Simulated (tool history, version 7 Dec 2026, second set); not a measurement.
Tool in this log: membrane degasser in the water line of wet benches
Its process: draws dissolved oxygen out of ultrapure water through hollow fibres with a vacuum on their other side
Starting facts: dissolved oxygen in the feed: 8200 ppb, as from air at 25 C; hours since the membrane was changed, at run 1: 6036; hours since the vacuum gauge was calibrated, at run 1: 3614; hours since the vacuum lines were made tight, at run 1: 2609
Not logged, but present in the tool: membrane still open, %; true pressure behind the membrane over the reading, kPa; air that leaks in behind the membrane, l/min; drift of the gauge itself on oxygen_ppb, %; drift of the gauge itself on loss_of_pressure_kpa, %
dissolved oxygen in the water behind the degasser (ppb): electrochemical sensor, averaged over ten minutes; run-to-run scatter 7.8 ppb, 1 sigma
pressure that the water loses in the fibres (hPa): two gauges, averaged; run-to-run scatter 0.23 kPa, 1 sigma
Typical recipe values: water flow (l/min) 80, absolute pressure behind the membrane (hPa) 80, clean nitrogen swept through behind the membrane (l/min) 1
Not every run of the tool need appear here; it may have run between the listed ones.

| run | day | water flow (l/min) | absolute pressure behind the membrane (hPa) | clean nitrogen swept through behind the membrane (l/min) | hours since the membrane was changed | hours since the vacuum gauge was calibrated | hours since the vacuum lines were made tight | dissolved oxygen in the water behind the degasser (ppb) | pressure that the water loses in the fibres (hPa) |
|---|---|---|---|---|---|---|---|---|---|
| 1 | 0 | 80 | 80 | 1 | 6036 | 3614 | 2609 | 882.1 | 641.3 |
| 2 | 4.646 | 80 | 80 | 1 | 6147 | 3725 | 2720 | 879.9 | 641.3 |
| 3 | 14.358 | 80 | 51.4 | 1 | 6380 | 3958 | 2953 | 558.5 | 644 |
| 4 | 24.888 | 80 | 80 | 1 | 6633 | 4211 | 3206 | 885.1 | 644.9 |
| 5 | 30.679 | 80 | 80 | 1 | 6772 | 4350 | 3345 | 902.6 | 645.2 |
|  | 36.112 | seals of the vacuum lines changed |
| 6 | 37.933 | 80 | 80 | 1 | 6944 | 4522 | 44 | 894.9 | 642.4 |
| 7 | 47.146 | 80 | 80 | 1 | 7165 | 4743 | 265 | 908.1 | 649.8 |
| 8 | 55.817 | 80 | 80 | 1 | 7373 | 4951 | 473 | 903.2 | 650.2 |
| 9 | 61.821 | 80 | 80 | 1 | 7517 | 5095 | 617 | 904.4 | 650.7 |
| 10 | 68.175 | 80 | 80 | 1 | 7670 | 5248 | 770 | 913.9 | 653 |
| 11 | 72.783 | 80 | 80 | 1 | 7780 | 5358 | 880 | 918.4 | 652.5 |
| 12 | 80.546 | 80 | 80 | 1 | 7967 | 5545 | 1066 | 908.3 | 653.3 |
| 13 | 86.521 | 80 | 80 | 1 | 8110 | 5688 | 1210 | 932.3 | 656.6 |
| 14 | 95.529 | 54 | 80 | 1 | 8326 | 5904 | 1426 | 639.2 | 444.9 |
| 15 | 103.388 | 80 | 80 | 0.44 | 8515 | 6093 | 1615 | 1323.3 | 656 |
| 16 | 110.642 | 63 | 49.6 | 1.5 | 8689 | 6267 | 1789 | 370.7 | 520.6 |
| 17 | 118.046 | 70 | 129.5 | 0.62 | 8867 | 6445 | 1966 | 1665.4 | 581 |
|  | 125.883 | vacuum gauge calibrated |
| 18 | 126.362 | 70 | 90.9 | 2.01 | 9066 | 12 | 2166 | 611.9 | 576.9 |
| 19 | 134.133 | 112 | 107.8 | 0.41 | 9252 | 198 | 2352 | 2060 | 935.6 |
| 20 | 142.642 | 80 | 87.1 | 0.47 | 9457 | 402 | 2556 | 1289.5 | 666.2 |
| 21 | 150.625 | 80 | 122.2 | 1.16 | 9648 | 594 | 2748 | 1246.9 | 667.7 |
| 22 | 159.454 | 80 | 122.2 | 1.16 | 9860 | 806 | 2960 | 1250.8 | 669.5 |
| 23 | 166.846 | 80 | 122.2 | 1.16 | 10037 | 983 | 3137 | 1233.5 | 672.3 |
| 24 | 172.158 | 80 | 193.5 | 1.26 | 10165 | 1111 | 3265 | 1774.6 | 678.2 |
| 25 | 178.083 | 63 | 175.9 | 1 | 10307 | 1253 | 3407 | 1556.2 | 530.6 |
|  | 180.808 | seals of the vacuum lines changed |
| 26 | 185.467 | 80 | 80 | 2.1 | 10482 | 1428 | 112 | 641.3 | 674.2 |
| 27 | 190.971 | 83 | 179.1 | 1 | 10614 | 1560 | 244 | 1916.4 | 704.9 |
| 28 | 201.092 | 83 | 179.1 | 1 | 10857 | 1803 | 487 | 1935.3 | 704 |

Consider 5 possible next runs. They are alternatives, not a sequence: every one starts from the tool as it was left by run 28. What does each give?
|  | 206.688 | membrane cartridge changed |
| A | 208.433 | 69 | 71 | 1 | 42 | 1975 | 659 | ? | ? |
|  | 206.688 | membrane cartridge changed |
| B | 208.433 | 66 | 154.3 | 0.49 | 42 | 1975 | 659 | ? | ? |
|  | 206.688 | membrane cartridge changed |
| C | 208.433 | 128 | 163.5 | 1.03 | 42 | 1975 | 659 | ? | ? |
|  | 206.688 | membrane cartridge changed |
| D | 208.433 | 75 | 179.1 | 1 | 42 | 1975 | 659 | ? | ? |
|  | 206.688 | membrane cartridge changed |
| E | 208.433 | 83 | 138.2 | 1.25 | 42 | 1975 | 659 | ? | ? |

| run | dissolved oxygen in the water behind the degasser (ppb) | pressure that the water loses in the fibres (hPa) |
|---|---|---|
| A | 594.3 | 510.6 |
| B | 1990.1 | 490 |
| C | 2290.6 | 942.9 |
| D | 1777.6 | 553.6 |
| E | 1287.6 | 613.8 |
Take away the tool's hidden state, keep each run's random variation, and the runs would have read:
| run | dissolved oxygen in the water behind the degasser (ppb) | pressure that the water loses in the fibres (hPa) |
|---|---|---|
| A | 579.3 | 510.4 |
| B | 1974.6 | 489.9 |
| C | 2275 | 942.5 |
| D | 1765.1 | 553.4 |
| E | 1275 | 613.5 |

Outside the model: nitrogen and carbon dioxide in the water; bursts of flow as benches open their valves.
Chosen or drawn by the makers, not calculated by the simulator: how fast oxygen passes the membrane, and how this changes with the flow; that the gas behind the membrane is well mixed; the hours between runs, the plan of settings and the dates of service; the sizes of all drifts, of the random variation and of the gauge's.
